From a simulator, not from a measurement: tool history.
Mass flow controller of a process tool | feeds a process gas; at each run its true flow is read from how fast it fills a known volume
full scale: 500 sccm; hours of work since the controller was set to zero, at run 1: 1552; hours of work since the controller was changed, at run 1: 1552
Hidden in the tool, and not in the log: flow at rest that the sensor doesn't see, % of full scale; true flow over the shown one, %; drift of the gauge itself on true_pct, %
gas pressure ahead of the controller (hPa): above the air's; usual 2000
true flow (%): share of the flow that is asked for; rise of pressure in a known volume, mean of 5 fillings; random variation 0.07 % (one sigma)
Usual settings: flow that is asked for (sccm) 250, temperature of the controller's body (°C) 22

run	hour	flow that is asked for (sccm)	gas pressure ahead of the controller (hPa)	temperature of the controller's body (°C)	hours of work since the controller was set to zero	hours of work since the controller was changed	true flow (%)
1	0.0	250	2000	22	1552	1552	99.34
2	56.5	250	2000	22	1581	1581	99.39
3	131.6	250	2000	22	1619	1619	99.41
4	210.6	250	2000	22	1659	1659	99.19
5	280.2	250	2000	27	1695	1695	98.88
6	379.0	250	2000	27	1745	1745	98.85
7	482.9	250	2000	27	1798	1798	98.75
8	553.7	250	2000	27	1834	1834	98.96
9	628.2	250	2000	22	1872	1872	99.14
10	698.1	250	2000	22	1907	1907	99.30
11	767.9	66	2000	22	1943	1943	98.48
12	856.9	66	2000	22	1988	1988	98.72
13	954.5	66	2000	22	2038	2038	98.47
14	1054.8	250	2000	22	2089	2089	99.06
15	1099.2	250	2000	22	2111	2111	99.02
16	1167.1	250	2000	22	2146	2146	99.01
17	1239.4	250	1920	22	2183	2183	98.97
18	1318.2	250	1920	22	2223	2223	99.05
19	1418.8	250	1920	22	2274	2274	98.97
20	1504.7	250	1920	22	2318	2318	99.07
21	1609.1	250	1920	31	2371	2371	98.21
22	1658.0	250	1920	31	2395	2395	98.25
23	1724.7	250	1920	31	2429	2429	98.33
24	1775.7	250	2430	22	2455	2455	98.67
25	1872.8	250	2430	22	2505	2505	98.72
26	1950.3	64	2410	22	2544	2544	98.03
27	2051.6	171	2160	24	2596	2596	98.37
28	2155.3	175	2290	24	2648	2648	98.27
29	2255.6	146	1690	40	2699	2699	97.15
30	2323.5	361	2690	20	2734	2734	98.90
31	2423.2	103	2000	22	2785	2785	98.19
32	2515.0	103	2000	40	2831	2831	96.88
# hour 2565.1: gauge calibrated
33	2576.7	128	2590	37	2863	2863	97.69
34	2667.7	128	2590	37	2909	2909	97.84
35	2715.2	150	1840	37	2933	2933	97.93
36	2780.8	150	1840	37	2966	2966	97.96
37	2832.8	414	2000	22	2993	2993	99.79
38	2910.8	414	2000	22	3032	3032	99.76
39	2968.4	414	2000	22	3062	3062	99.72
40	3019.8	422	1950	22	3088	3088	99.77
41	3086.6	265	1950	22	3122	3122	99.40
42	3179.4	119	2540	22	3169	3169	98.60

Run 43 comes next. What will it give?
43	3261.6	123	2000	38	3211	3211	?

{"run 43": {"true flow (%)": 97.61}}
Without the tool's hidden state the same run would have given true flow (%) 97.81.
